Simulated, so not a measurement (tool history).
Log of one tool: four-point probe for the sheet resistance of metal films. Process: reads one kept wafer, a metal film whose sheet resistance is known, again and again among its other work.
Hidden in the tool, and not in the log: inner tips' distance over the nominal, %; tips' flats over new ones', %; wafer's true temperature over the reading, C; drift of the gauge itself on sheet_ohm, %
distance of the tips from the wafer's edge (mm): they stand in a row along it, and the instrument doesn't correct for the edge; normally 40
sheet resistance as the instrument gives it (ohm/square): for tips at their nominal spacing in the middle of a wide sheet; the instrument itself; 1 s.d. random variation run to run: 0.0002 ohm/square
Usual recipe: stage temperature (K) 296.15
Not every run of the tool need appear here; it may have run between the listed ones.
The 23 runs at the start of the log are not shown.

run	hour	stage temperature (K)	distance of the tips from the wafer's edge (mm)	touches since the probe head was changed	hours of work since the stage's thermometer was calibrated	sheet resistance as the instrument gives it (ohm/square)
24	274.1	293.15	6	48466	923	1.03855
25	289.7	293.15	6	49448	934	1.038559
26	308.4	297.15	29	50629	949	1.013342
27	326.9	297.15	29	51788	962	1.013244
28	336.8	297.15	29	52415	970	1.013226
29	351.8	297.15	29	53358	981	1.013062
30	360.4	296.15	37	53899	988	1.013416
31	371.3	302.15	37	54584	996	1.009926
32	380.9	297.15	55	55188	1003	1.012377
33	398	297.15	55	56262	1016	1.012848
34	409.2	296.15	13	56971	1024	1.01801
35	425.9	296.15	13	58020	1037	1.018229
36	435	296.15	13	58593	1044	1.017948
37	447.3	297.15	25	59366	1053	1.013754
38	461.3	303.15	3	60245	1064	1.096909
39	478.2	303.15	3	61313	1076	1.096822
40	489.8	303.15	3	62041	1085	1.096424
41	499.2	291.15	10	62631	1092	1.024979
42	510.2	303.15	7	63321	1100	1.026199
43	520.5	303.15	7	63972	1108	1.025571
44	531.3	303.15	7	64652	1116	1.026349
45	542.1	292.15	10	65331	1124	1.023886

Forecast each of these 3 alternatives for the next run:
A	553.8	296.15	43	66068	1133	?
B	553.8	295.15	7	66068	1133	?
C	553.8	304.15	31	66068	1133	?

run	sheet resistance as the instrument gives it (ohm/square)
A	1.013196
B	1.031171
C	1.008789
Stripped of hidden state, with their random variation kept, the same runs would have yielded:
run	sheet resistance as the instrument gives it (ohm/square)
A	1.013217
B	1.031192
C	1.00881

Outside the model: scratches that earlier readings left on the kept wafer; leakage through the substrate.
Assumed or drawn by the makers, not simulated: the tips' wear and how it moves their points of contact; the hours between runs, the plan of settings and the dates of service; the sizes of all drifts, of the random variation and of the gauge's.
